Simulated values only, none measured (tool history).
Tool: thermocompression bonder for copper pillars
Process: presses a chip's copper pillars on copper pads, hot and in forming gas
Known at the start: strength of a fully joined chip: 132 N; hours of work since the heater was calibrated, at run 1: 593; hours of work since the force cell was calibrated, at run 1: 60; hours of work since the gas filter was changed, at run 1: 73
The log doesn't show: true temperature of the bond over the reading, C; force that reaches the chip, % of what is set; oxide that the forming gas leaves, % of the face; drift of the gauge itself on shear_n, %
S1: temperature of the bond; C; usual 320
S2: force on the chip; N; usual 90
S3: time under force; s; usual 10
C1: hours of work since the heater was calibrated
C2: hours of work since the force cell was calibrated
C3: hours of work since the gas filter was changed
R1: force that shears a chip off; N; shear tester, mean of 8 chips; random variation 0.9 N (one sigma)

| run | hour | S1 | S2 | S3 | C1 | C2 | C3 | R1 |
|---|---|---|---|---|---|---|---|---|
| 1 | 0.0 | 320 | 90 | 10 | 593 | 60 | 73 | 74.6 |
| 2 | 15.1 | 320 | 90 | 10 | 601 | 67 | 81 | 74.6 |
| 3 | 32.4 | 320 | 109 | 10 | 609 | 76 | 89 | 87.0 |
|  | 48.0 | heater calibrated with a thermocouple chip |
| 4 | 48.4 | 320 | 109 | 10 | 0 | 83 | 96 | 86.0 |
| 5 | 68.5 | 336 | 90 | 10 | 10 | 93 | 107 | 84.4 |
| 6 | 77.2 | 336 | 90 | 10 | 15 | 97 | 111 | 86.4 |
| 7 | 96.7 | 336 | 90 | 10 | 24 | 107 | 121 | 85.4 |
| 8 | 111.0 | 336 | 90 | 10 | 32 | 114 | 128 | 84.5 |
| 9 | 128.6 | 336 | 90 | 10 | 40 | 123 | 137 | 86.4 |
| 10 | 143.8 | 336 | 90 | 10 | 48 | 131 | 144 | 86.1 |
| 11 | 158.2 | 336 | 90 | 10 | 55 | 138 | 151 | 85.3 |
| 12 | 167.6 | 336 | 90 | 10 | 60 | 142 | 156 | 85.0 |
| 13 | 178.8 | 320 | 90 | 10 | 66 | 148 | 162 | 75.5 |
| 14 | 188.0 | 320 | 90 | 10 | 70 | 153 | 166 | 75.3 |
| 15 | 197.8 | 320 | 90 | 10 | 75 | 158 | 171 | 75.6 |
| 16 | 210.8 | 320 | 90 | 10 | 82 | 164 | 178 | 75.1 |
| 17 | 230.3 | 320 | 90 | 10 | 91 | 174 | 188 | 73.3 |
| 18 | 248.4 | 320 | 90 | 10 | 100 | 183 | 197 | 75.3 |
| 19 | 264.5 | 324 | 90 | 10 | 108 | 191 | 205 | 79.0 |
| 20 | 278.2 | 324 | 90 | 10 | 115 | 198 | 212 | 77.5 |
| 21 | 286.6 | 324 | 121 | 6 | 120 | 202 | 216 | 82.5 |
| 22 | 298.8 | 304 | 121 | 22 | 126 | 208 | 222 | 99.3 |
| 23 | 318.7 | 297 | 68 | 12 | 136 | 218 | 232 | 49.8 |
| 24 | 331.4 | 327 | 62 | 10 | 142 | 225 | 238 | 58.1 |
| 25 | 343.9 | 327 | 62 | 10 | 148 | 231 | 245 | 60.3 |
| 26 | 355.0 | 303 | 66 | 5 | 154 | 236 | 250 | 36.0 |
| 27 | 369.1 | 320 | 61 | 9 | 161 | 243 | 257 | 52.0 |
| 28 | 381.2 | 342 | 61 | 8 | 167 | 250 | 263 | 62.7 |
| 29 | 394.9 | 342 | 61 | 8 | 174 | 256 | 270 | 63.6 |
| 30 | 407.2 | 342 | 88 | 11 | 180 | 263 | 276 | 91.1 |
| 31 | 419.0 | 332 | 90 | 9 | 186 | 268 | 282 | 79.8 |
| 32 | 437.2 | 304 | 103 | 12 | 195 | 278 | 291 | 76.6 |
| 33 | 457.1 | 304 | 103 | 12 | 205 | 288 | 301 | 75.9 |
| 34 | 474.7 | 304 | 61 | 6 | 214 | 296 | 310 | 37.0 |
| 35 | 489.1 | 324 | 79 | 10 | 221 | 304 | 317 | 70.4 |
| 36 | 507.8 | 317 | 74 | 9 | 230 | 313 | 327 | 61.2 |
| 37 | 516.1 | 323 | 109 | 19 | 235 | 317 | 331 | 106.3 |
| 38 | 532.2 | 323 | 109 | 18 | 243 | 325 | 339 | 99.7 |
| 39 | 545.9 | 323 | 109 | 18 | 249 | 332 | 346 | 102.8 |

How the hidden state differs across the entries between the runs, from the last listed run before each to the first after it:
Between runs 3 and 4: heater calibrated with a thermocouple chip (hour 48.0)
  true temperature of the bond over the reading, C: -0.2 -> 0
